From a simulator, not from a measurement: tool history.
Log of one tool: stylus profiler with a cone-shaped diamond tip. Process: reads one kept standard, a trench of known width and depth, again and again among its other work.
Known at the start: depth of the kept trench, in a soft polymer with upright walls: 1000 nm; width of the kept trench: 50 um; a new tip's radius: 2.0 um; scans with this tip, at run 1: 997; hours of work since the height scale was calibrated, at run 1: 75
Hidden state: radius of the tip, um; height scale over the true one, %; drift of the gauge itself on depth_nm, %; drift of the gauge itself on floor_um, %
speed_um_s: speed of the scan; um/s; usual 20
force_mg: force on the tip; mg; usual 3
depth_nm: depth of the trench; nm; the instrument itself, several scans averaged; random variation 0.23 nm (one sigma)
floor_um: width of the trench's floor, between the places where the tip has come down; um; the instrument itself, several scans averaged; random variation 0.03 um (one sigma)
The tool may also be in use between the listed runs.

run,hour,speed_um_s,force_mg,scans with this tip,hours of work since the height scale was calibrated,depth_nm,floor_um
1,0,20,3,997,75,1009.96,46.39
2,11,20,3,1113,83,1009.58,46.37
3,27.3,20,6.46,1282,96,1016.35,46.36
4,44.9,20,6.46,1466,110,1016.46,46.36
5,61.2,7,6.46,1636,122,1016.53,46.4
6,80.9,37,6.46,1842,138,1016.61,46.29
7,95.1,20,6.58,1991,149,1016.69,46.36
8,107.6,20,6.58,2121,159,1016.48,46.35
9,122.3,20,6.58,2274,170,1016.71,46.28
10,141.6,20,8.58,2476,185,1019.75,46.32
11,158.5,20,8.58,2653,198,1019.46,46.27
12,173,44,3,2804,210,1009.67,46.24
13,183.4,44,3,2912,218,1010.25,46.23
14,198.8,44,3,3074,230,1009.99,46.16
15,215.2,20,3,3245,243,1010.23,46.25
16,229.5,18,3,3395,254,1010.22,46.29
17,242.3,20,3,3528,264,1010.1,46.24
18,256.7,20,3,3679,275,1010.24,46.25
19,273,20,3,3849,288,1009.88,46.31
20,290.1,20,3.35,4028,301,1010.75,46.23
21,306.4,20,3.35,4197,314,1010.94,46.18
22,324.3,20,3.35,4385,328,1011.17,46.21
23,341.6,20,3.35,4566,341,1011.15,46.24
24,356.8,20,7.03,4724,353,1017.71,46.21
25,366,20,2.73,4820,360,1009.79,46.14
26,378.5,71,8.15,4950,370,1019.55,46.15
27,391.5,13,6.13,5086,380,1016.23,46.23
28,399.7,14,1.07,5172,387,1005.17,46.22
29,411.2,14,1.07,5292,396,1005.21,46.14
30,422.1,14,1.07,5406,404,1005.31,46.15
31,437.1,54,4.24,5562,416,1012.84,46.07
# hour 438.7: height scale calibrated on a step standard
32,447.2,54,4.24,5663,7,1013.03,46.1
33,467,7,1.39,5870,22,1006.59,46.15
34,476.7,12,6.23,5971,30,1016.41,46.13
35,485.4,12,6.23,6062,36,1016.97,46.1
36,504.9,12,6.23,6266,52,1017.01,46.16
37,514,12,6.23,6360,59,1016.67,46.11
38,525.8,26,5.53,6484,68,1015.88,46.08
# hour 534.5: height scale calibrated on a step standard, once more
39,544.2,26,5.53,6671,8,1014.58,46.13
40,562.6,13,6.37,6863,22,1015.84,46.09
41,573.6,13,6.37,6977,31,1016.11,46.09
42,587.3,13,6.37,7121,41,1016.41,46.12
43,604.1,13,6.37,7296,54,1016.32,46.04
44,616.6,27,1.69,7427,64,1006.53,46.05
45,631.7,27,1.69,7585,76,1007.02,46.07
46,641.2,21,8.01,7684,83,1018.78,46.03
47,659.1,27,3,7871,97,1009.63,46.06

Forecast each of these 3 alternatives for the next run:
A,674.8,20,3.64,8035,110,?,?
B,674.8,25,1.41,8035,110,?,?
C,674.8,17,1.88,8035,110,?,?

run,depth_nm,floor_um
A,1011.45,46.05
B,1006.03,45.96
C,1007.36,46.01
Without the tool's hidden state the same runs would have given:
run,depth_nm,floor_um
A,1011.1,46.52
B,1005.69,46.43
C,1007.02,46.48
